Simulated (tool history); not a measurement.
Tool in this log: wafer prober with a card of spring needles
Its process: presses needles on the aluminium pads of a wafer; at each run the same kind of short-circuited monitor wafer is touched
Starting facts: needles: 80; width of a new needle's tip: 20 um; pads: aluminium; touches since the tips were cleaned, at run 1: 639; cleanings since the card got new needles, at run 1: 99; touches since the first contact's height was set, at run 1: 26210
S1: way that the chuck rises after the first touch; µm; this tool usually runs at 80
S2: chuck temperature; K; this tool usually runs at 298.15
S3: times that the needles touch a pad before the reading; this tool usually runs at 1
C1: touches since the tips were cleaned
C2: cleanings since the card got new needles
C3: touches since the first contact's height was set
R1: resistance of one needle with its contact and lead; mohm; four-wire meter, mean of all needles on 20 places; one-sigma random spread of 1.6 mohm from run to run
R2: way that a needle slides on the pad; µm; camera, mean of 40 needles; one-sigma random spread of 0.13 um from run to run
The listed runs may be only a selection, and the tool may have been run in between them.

run,hour,S1,S2,S3,C1,C2,C3,R1,R2
1,0,80,298.15,1,639,99,26210,160,10.2
# hour 3: tips cleaned on abrasive film
# hour 7.9: tips cleaned on abrasive film
# hour 12.8: tips cleaned on abrasive film
# hour 16.7: tips cleaned on abrasive film
# hour 20.7: tips cleaned on abrasive film
# hour 25.6: tips cleaned on abrasive film
# hour 29.5: tips cleaned on abrasive film
# hour 34.4: tips cleaned on abrasive film
# hour 38.4: tips cleaned on abrasive film
# hour 43.3: tips cleaned on abrasive film
# hour 47.2: tips cleaned on abrasive film
# hour 52.1: tips cleaned on abrasive film
# hour 56.1: tips cleaned on abrasive film
# hour 60: tips cleaned on abrasive film
2,63.8,80,298.15,2,2176,113,62299,159,10.35
# hour 64.8: tips cleaned on abrasive film
# hour 68.8: tips cleaned on abrasive film
# hour 73.7: tips cleaned on abrasive film
# hour 78.6: tips cleaned on abrasive film
# hour 82.5: tips cleaned on abrasive film
# hour 87.4: tips cleaned on abrasive film
# hour 92.3: tips cleaned on abrasive film
# hour 97.2: tips cleaned on abrasive film
# hour 102.1: tips cleaned on abrasive film
# hour 106.1: tips cleaned on abrasive film
# hour 111: tips cleaned on abrasive film
# hour 114.9: tips cleaned on abrasive film
# hour 119.8: tips cleaned on abrasive film
# hour 124.7: tips cleaned on abrasive film
# hour 129.6: tips cleaned on abrasive film
3,131.1,80,298.15,1,823,128,100369,161,10.17
# hour 134: tips cleaned on abrasive film
# hour 138: tips cleaned on abrasive film
# hour 142.9: tips cleaned on abrasive film
# hour 146.8: tips cleaned on abrasive film
# hour 150.8: tips cleaned on abrasive film
# hour 155.7: tips cleaned on abrasive film
# hour 160.6: tips cleaned on abrasive film
# hour 165.5: tips cleaned on abrasive film
# hour 169.4: tips cleaned on abrasive film
# hour 173.4: tips cleaned on abrasive film
# hour 178.3: tips cleaned on abrasive film
# hour 183.2: tips cleaned on abrasive film
# hour 188.1: tips cleaned on abrasive film
# hour 192: tips cleaned on abrasive film
# hour 196.9: tips cleaned on abrasive film
# hour 200.9: tips cleaned on abrasive film
4,203.9,80,298.15,1,1737,144,141576,164,10.32
# hour 204.9: tips cleaned on abrasive film
# hour 208.9: tips cleaned on abrasive film
# hour 213.8: tips cleaned on abrasive film
# hour 218.7: tips cleaned on abrasive film
# hour 222.6: tips cleaned on abrasive film
# hour 227.5: tips cleaned on abrasive film
# hour 231.5: tips cleaned on abrasive film
# hour 235.4: tips cleaned on abrasive film
# hour 239.3: tips cleaned on abrasive film
5,241.9,89,298.15,1,1487,153,163073,158,11.22
# hour 243.9: tips cleaned on abrasive film
# hour 248.8: tips cleaned on abrasive film
# hour 253.7: tips cleaned on abrasive film
# hour 258.7: tips cleaned on abrasive film
# hour 263.6: tips cleaned on abrasive film
# hour 268.5: tips cleaned on abrasive film
# hour 272.4: tips cleaned on abrasive film
# hour 277.3: tips cleaned on abrasive film
# hour 282.2: tips cleaned on abrasive film
6,284.4,80,301.15,1,1285,162,187150,161,10.13
# hour 286.4: tips cleaned on abrasive film
# hour 290.4: tips cleaned on abrasive film
# hour 295.3: tips cleaned on abrasive film
# hour 300.2: tips cleaned on abrasive film
# hour 305.1: tips cleaned on abrasive film
# hour 309: tips cleaned on abrasive film
# hour 313.9: tips cleaned on abrasive film
# hour 317.9: tips cleaned on abrasive film
# hour 321.8: tips cleaned on abrasive film
# hour 326: tips cleaned on abrasive film
7,326,80,301.15,1,0,172,210617,162,10.4
# hour 330.9: tips cleaned on abrasive film
# hour 335.8: tips cleaned on abrasive film
# hour 340.7: tips cleaned on abrasive film
# hour 344.6: tips cleaned on abrasive film
# hour 347.8: height of the first contact set anew
# hour 348.9: tips cleaned on abrasive film
# hour 353.8: tips cleaned on abrasive film
# hour 358.7: tips cleaned on abrasive film
# hour 363.6: tips cleaned on abrasive film
# hour 368.5: tips cleaned on abrasive film
# hour 373.4: tips cleaned on abrasive film
# hour 377.3: tips cleaned on abrasive film
# hour 382.2: tips cleaned on abrasive film
# hour 387.1: tips cleaned on abrasive film
# hour 392: tips cleaned on abrasive film
8,395,72,309.15,1,1715,186,26731,168,9.27

Run 9 comes next. What will it give?
# hour 396.1: tips cleaned on abrasive film
# hour 401: tips cleaned on abrasive film
# hour 404.9: tips cleaned on abrasive film
# hour 408.9: tips cleaned on abrasive film
# hour 413.8: tips cleaned on abrasive film
# hour 418.7: tips cleaned on abrasive film
# hour 423.6: tips cleaned on abrasive film
# hour 427.5: tips cleaned on abrasive film
9,431,66,342.15,1,2006,194,47091,?,?

Logged for run 9: R1 173 mohm, R2 8.51 µm.
The same run, on a tool lacking any hidden state, would have yielded R1 172 mohm, R2 8.52 µm.
